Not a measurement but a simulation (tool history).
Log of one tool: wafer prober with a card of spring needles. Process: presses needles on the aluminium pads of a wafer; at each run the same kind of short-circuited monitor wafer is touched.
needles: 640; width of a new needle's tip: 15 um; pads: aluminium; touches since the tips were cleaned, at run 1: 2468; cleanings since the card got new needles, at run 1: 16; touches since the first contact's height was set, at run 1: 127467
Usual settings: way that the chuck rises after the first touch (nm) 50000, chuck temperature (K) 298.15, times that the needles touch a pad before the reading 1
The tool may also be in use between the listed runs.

| run | hour | way that the chuck rises after the first touch (nm) | chuck temperature (K) | times that the needles touch a pad before the reading | touches since the tips were cleaned | cleanings since the card got new needles | touches since the first contact's height was set | resistance of one needle with its contact and lead (mohm) | way that a needle slides on the pad (nm) |
|---|---|---|---|---|---|---|---|---|---|
| 1 | 0.0 | 50000 | 298.15 | 1 | 2468 | 16 | 127467 | 216 | 6050 |
| 2 | 10.2 | 50000 | 298.15 | 1 | 5944 | 16 | 130943 | 214 | 6010 |
|  | 13.8 | tips cleaned on abrasive film |
| 3 | 16.3 | 50000 | 298.15 | 1 | 870 | 17 | 133005 | 214 | 6050 |
| 4 | 24.6 | 50000 | 298.15 | 1 | 3686 | 17 | 135821 | 218 | 6010 |
|  | 34.4 | tips cleaned on abrasive film |
| 5 | 34.6 | 50000 | 301.15 | 1 | 69 | 18 | 139215 | 217 | 6030 |
| 6 | 46.1 | 50000 | 301.15 | 1 | 4009 | 18 | 143155 | 213 | 6000 |
|  | 55.0 | tips cleaned on abrasive film |
| 7 | 57.1 | 50000 | 301.15 | 1 | 717 | 19 | 146871 | 217 | 6000 |
| 8 | 67.5 | 50000 | 301.15 | 1 | 4263 | 19 | 150417 | 219 | 6000 |
|  | 75.5 | tips cleaned on abrasive film |
| 9 | 75.5 | 50000 | 298.15 | 2 | 0 | 20 | 153109 | 213 | 6010 |
| 10 | 84.1 | 50000 | 326.15 | 1 | 2947 | 20 | 156056 | 221 | 6000 |
| 11 | 89.4 | 38000 | 298.15 | 2 | 4754 | 20 | 157863 | 219 | 4550 |
|  | 95.9 | tips cleaned on abrasive film |
| 12 | 97.8 | 38000 | 298.15 | 2 | 653 | 21 | 160707 | 222 | 4550 |
| 13 | 109.5 | 51000 | 325.15 | 1 | 4657 | 21 | 164711 | 220 | 6080 |
|  | 116.3 | tips cleaned on abrasive film |
| 14 | 116.3 | 60000 | 316.15 | 1 | 0 | 22 | 167000 | 217 | 7140 |
| 15 | 127.7 | 50000 | 302.15 | 1 | 3891 | 22 | 170891 | 220 | 5940 |

Hidden state at the last listed run before each entry between runs and at the first one after, where it differs:
Between runs 2 and 3: tips cleaned on abrasive film (hour 13.8)
  debris on the tips, nm: 0.4 -> 0.1; drift of the gauge itself on scrub_um, %: -0.1 -> -0.17
  measured less the result without the state, way that a needle slides on the pad (nm): +0 -> -10
Between runs 4 and 5: tips cleaned on abrasive film (hour 34.4)
  debris on the tips, nm: 0.3 -> 0; drift of the gauge itself on scrub_um, %: -0.25 -> -0.35
  measured less the result without the state, way that a needle slides on the pad (nm): -20 -> -20
Between runs 6 and 7: tips cleaned on abrasive film (hour 55.0)
  debris on the tips, nm: 0.3 -> 0.1; drift of the gauge itself on scrub_um, %: -0.47 -> -0.59
  measured less the result without the state, way that a needle slides on the pad (nm): -30 -> -40
Between runs 8 and 9: tips cleaned on abrasive film (hour 75.5)
  debris on the tips, nm: 0.3 -> 0; drift of the gauge itself on scrub_um, %: -0.69 -> -0.77
  measured less the result without the state, way that a needle slides on the pad (nm): -40 -> -50
Between runs 11 and 12: tips cleaned on abrasive film (hour 95.9)
  debris on the tips, nm: 0.4 -> 0.1; drift of the gauge itself on scrub_um, %: -0.92 -> -1
  measured less the result without the state, way that a needle slides on the pad (nm): -40 -> -50
Between runs 13 and 14: tips cleaned on abrasive film (hour 116.3)
  debris on the tips, nm: 0.4 -> 0; drift of the gauge itself on scrub_um, %: -1.12 -> -1.19
  measured less the result without the state, way that a needle slides on the pad (nm): -70 -> -80
